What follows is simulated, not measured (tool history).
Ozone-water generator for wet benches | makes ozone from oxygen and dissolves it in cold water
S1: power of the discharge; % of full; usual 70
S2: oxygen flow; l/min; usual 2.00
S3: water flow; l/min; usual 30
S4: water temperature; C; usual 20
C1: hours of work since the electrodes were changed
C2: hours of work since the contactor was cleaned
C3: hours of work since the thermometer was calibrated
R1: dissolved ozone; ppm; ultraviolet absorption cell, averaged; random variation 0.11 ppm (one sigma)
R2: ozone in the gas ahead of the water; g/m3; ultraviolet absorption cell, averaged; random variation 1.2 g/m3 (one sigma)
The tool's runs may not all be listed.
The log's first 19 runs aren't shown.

Run 20, hour 749.5: usual settings; C1 2282; C2 1777; C3 3129. Result: R1 7.9 ppm, R2 214.7 g/m3.
Run 21, hour 790.6: usual settings but S1 52 % of full; C1 2314; C2 1809; C3 3161. Result: R1 6.4 ppm, R2 175.4 g/m3.
Run 22, hour 846.7: usual settings but S1 53 % of full, S2 2.56 l/min; C1 2358; C2 1853; C3 3205. Result: R1 6.7 ppm, R2 153.5 g/m3.
Run 23, hour 874.9: usual settings but S1 53 % of full, S2 2.56 l/min, S3 20 l/min, S4 13 C; C1 2380; C2 1875; C3 3227. Result: R1 10.8 ppm, R2 151.9 g/m3.
Run 24, hour 906.8: usual settings but S3 45 l/min; C1 2405; C2 1900; C3 3252. Result: R1 4.8 ppm, R2 211.4 g/m3.
Run 25, hour 959.1: usual settings but S1 90 % of full, S2 2.01 l/min, S3 38 l/min, S4 12 C; C1 2446; C2 1941; C3 3293. Result: R1 7.2 ppm, R2 244.8 g/m3.
Run 26, hour 1016.9: usual settings but S1 90 % of full, S2 2.68 l/min, S3 33 l/min, S4 16 C; C1 2491; C2 1986; C3 3338. Result: R1 8.6 ppm, R2 204.2 g/m3.
Run 27, hour 1074.8: usual settings but S1 90 % of full, S2 2.68 l/min, S3 33 l/min, S4 16 C; C1 2536; C2 2031; C3 3383. Result: R1 8.5 ppm, R2 204.3 g/m3.
Run 28, hour 1133.1: usual settings but S1 90 % of full, S2 2.68 l/min, S3 33 l/min, S4 16 C; C1 2582; C2 2077; C3 3429. Result: R1 8.5 ppm, R2 205.1 g/m3.
Run 29, hour 1180.9: usual settings but S1 90 % of full, S2 2.68 l/min, S3 33 l/min, S4 16 C; C1 2619; C2 2114; C3 3466. Result: R1 8.6 ppm, R2 203.8 g/m3.
Run 30, hour 1207.4: usual settings but S1 43 % of full, S2 1.60 l/min; C1 2640; C2 2135; C3 3487. Result: R1 5.4 ppm, R2 180.5 g/m3.
Run 31, hour 1241.5: usual settings but S1 79 % of full, S2 2.07 l/min, S3 41 l/min, S4 24 C; C1 2666; C2 2162; C3 3513. Result: R1 5.5 ppm, R2 221.9 g/m3.

Run 32 comes next. What will it give?
Run 32, hour 1295.8: usual settings but S2 2.02 l/min; C1 2709; C2 2204; C3 3556. Result: R1 ?, R2 ?.

Run 32 gave R1 7.7 ppm, R2 206.3 g/m3.
Without the tool's hidden state the same run would have given R1 8.5 ppm, R2 220.6 g/m3.
